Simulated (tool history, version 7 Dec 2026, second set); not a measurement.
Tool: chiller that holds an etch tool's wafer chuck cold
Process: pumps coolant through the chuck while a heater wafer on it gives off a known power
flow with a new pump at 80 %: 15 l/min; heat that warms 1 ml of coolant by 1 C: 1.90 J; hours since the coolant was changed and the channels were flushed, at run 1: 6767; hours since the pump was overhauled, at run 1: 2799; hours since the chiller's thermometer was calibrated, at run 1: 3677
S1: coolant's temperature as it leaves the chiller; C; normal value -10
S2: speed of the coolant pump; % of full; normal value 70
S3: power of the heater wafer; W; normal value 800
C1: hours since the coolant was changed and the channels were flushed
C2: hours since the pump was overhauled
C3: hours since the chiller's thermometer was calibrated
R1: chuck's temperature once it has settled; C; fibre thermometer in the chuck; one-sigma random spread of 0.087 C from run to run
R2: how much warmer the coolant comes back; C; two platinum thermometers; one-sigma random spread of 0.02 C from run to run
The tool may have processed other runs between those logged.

run,hour,S1,S2,S3,C1,C2,C3,R1,R2
1,0,-10,70,800,6767,2799,3677,-1.93,1.97
2,131.5,-13,70,800,6898,2930,3808,-5,2.01
3,291,-13,70,800,7058,3090,3968,-5.06,2
4,409,-2,70,800,7176,3208,4086,6,2.01
5,592.7,-2,70,800,7359,3392,4269,6.18,2.01
6,761.6,-2,70,477,7528,3560,4438,3.06,1.24
7,950.8,-2,70,477,7717,3750,4627,3.16,1.2
8,1075.9,-2,70,477,7842,3875,4752,3.12,1.24
9,1242.1,-10,70,800,8009,4041,4919,-1.72,2.04
10,1356.9,-10,70,1045,8123,4156,5033,0.85,2.69
11,1552.7,-19,70,800,8319,4352,5229,-10.55,2.02
# hour 1703.9: coolant changed, channels flushed
12,1734,-19,70,800,30,4527,5405,-11.57,2.08
13,1910.3,-19,70,800,206,4703,5581,-11.42,2.08
# hour 2043.3: chiller's thermometer calibrated
14,2072.7,-14,70,800,368,4865,29,-6.84,2.04
15,2226,-14,70,800,521,5018,183,-6.93,2.06
16,2396.6,-14,70,800,692,5188,353,-6.85,2.1
# hour 2415.4: coolant pump overhauled
17,2498.2,-14,70,800,788,83,450,-6.79,2.15
18,2630.8,-8,82,413,921,215,582,-4.67,0.94
19,2817,-1,71,413,1107,402,769,2.76,1.08
20,2939.1,-1,71,413,1229,524,891,2.75,1.08
# hour 2988.9: coolant pump overhauled, once more
21,3054.6,-1,71,413,1340,66,1001,2.58,0.98
22,3167.8,-10,69,800,1453,179,1115,-2.83,2.01
23,3261.6,-13,82,734,1547,273,1208,-7.24,1.52
24,3427.3,-18,87,571,1712,438,1374,-13.56,1.17
25,3540.8,-11,87,732,1826,552,1488,-5.49,1.45
26,3733.2,-5,63,657,2018,744,1680,1.37,1.81
27,3855.6,-5,63,657,2141,867,1802,1.32,1.86
28,4043.1,-10,70,800,2328,1054,1990,-2.81,1.98
29,4195.5,0,68,800,2481,1207,2142,7.38,2.07
30,4313.5,0,68,800,2599,1325,2260,7.4,2.05
31,4407,-18,70,496,2692,1418,2354,-13.46,1.27

Alternative continuations, all from the tool just after run 31; predict every row:
A,4492.3,-4,70,496,2777,1503,2439,?,?
B,4492.3,-10,77,711,2777,1503,2439,?,?
C,4492.3,-7,70,510,2777,1503,2439,?,?
D,4492.3,-18,96,439,2777,1503,2439,?,?

run,R1,R2
A,0.5,1.23
B,-3.9,1.61
C,-2.27,1.26
D,-14.71,0.8
With the hidden condition removed and each run's random variation left untouched, the same runs would have given:
run,R1,R2
A,-0.03,1.2
B,-4.52,1.56
C,-2.8,1.23
D,-15.16,0.78

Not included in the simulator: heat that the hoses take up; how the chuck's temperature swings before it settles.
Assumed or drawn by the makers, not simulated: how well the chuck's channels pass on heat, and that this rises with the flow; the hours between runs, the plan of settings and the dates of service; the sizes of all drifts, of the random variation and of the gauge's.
